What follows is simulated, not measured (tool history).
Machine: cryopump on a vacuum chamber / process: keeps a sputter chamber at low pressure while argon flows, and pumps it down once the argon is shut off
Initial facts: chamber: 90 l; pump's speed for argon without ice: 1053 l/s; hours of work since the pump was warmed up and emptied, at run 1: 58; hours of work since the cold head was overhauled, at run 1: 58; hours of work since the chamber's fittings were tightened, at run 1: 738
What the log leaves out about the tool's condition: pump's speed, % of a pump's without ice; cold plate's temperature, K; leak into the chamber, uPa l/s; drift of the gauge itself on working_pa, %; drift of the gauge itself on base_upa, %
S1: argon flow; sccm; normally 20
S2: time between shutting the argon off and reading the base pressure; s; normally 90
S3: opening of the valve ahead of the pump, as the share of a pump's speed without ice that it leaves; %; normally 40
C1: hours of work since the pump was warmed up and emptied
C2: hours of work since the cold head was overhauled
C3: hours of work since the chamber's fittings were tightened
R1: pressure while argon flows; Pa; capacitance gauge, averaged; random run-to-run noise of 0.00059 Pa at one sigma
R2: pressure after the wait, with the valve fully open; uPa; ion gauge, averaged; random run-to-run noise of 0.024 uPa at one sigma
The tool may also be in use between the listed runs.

run    day  S1  S2  S3   C1   C2   C3      R1    R2
  1      0  20  90  40   58   58  738  0.0841  1.62
  2  0.346  20  30  40   64   64  744  0.0819  2.92
  3  0.896  20  30  40   74   74  753  0.0831  2.87
  4  1.442  20  90  40   83   83  763  0.0831  1.68
  5  2.112  20  90  40   95   95  775  0.0824  1.64
  6  2.417  20  90  40  100  100  780  0.0835  1.67
  7  3.062  20  90  38  111  111  791  0.0883  1.72
  8  3.708  20  90  38  123  123  802  0.0884  1.72
  9  4.192  20  90  40  131  131  811  0.0841  1.73
 10  4.604  20  90  40  138  138  818  0.0838  1.74
 11  4.883  20  90  40  143  143  823   0.086   1.8
 12  5.504  20  90  40  154  154  833  0.0856  1.76
 13  6.058  20  90  40  163  163  843  0.0858  1.83
 14  6.717  20  90  40  175  175  854  0.0868  1.86
 15  7.083  20  90  40  181  181  861  0.0864  1.84
 16  7.467  20  90  40  188  188  867   0.086  1.81
 17  8.083  20  90  40  198  198  878  0.0861  1.91
 18  8.525  20  90  30  206  206  885  0.1134  1.88
 19  8.892  20  90  30  212  212  892  0.1144  1.99

Expected results for the next run?
 20  9.371  30  93  25  221  221  900   ?   ?

For run 20 the tool returned R1 0.2052 Pa, R2 1.95 uPa.
On a tool with no hidden condition, and with the same random variation, this run would have come out at R1 0.1942 Pa, R2 0.92 uPa.
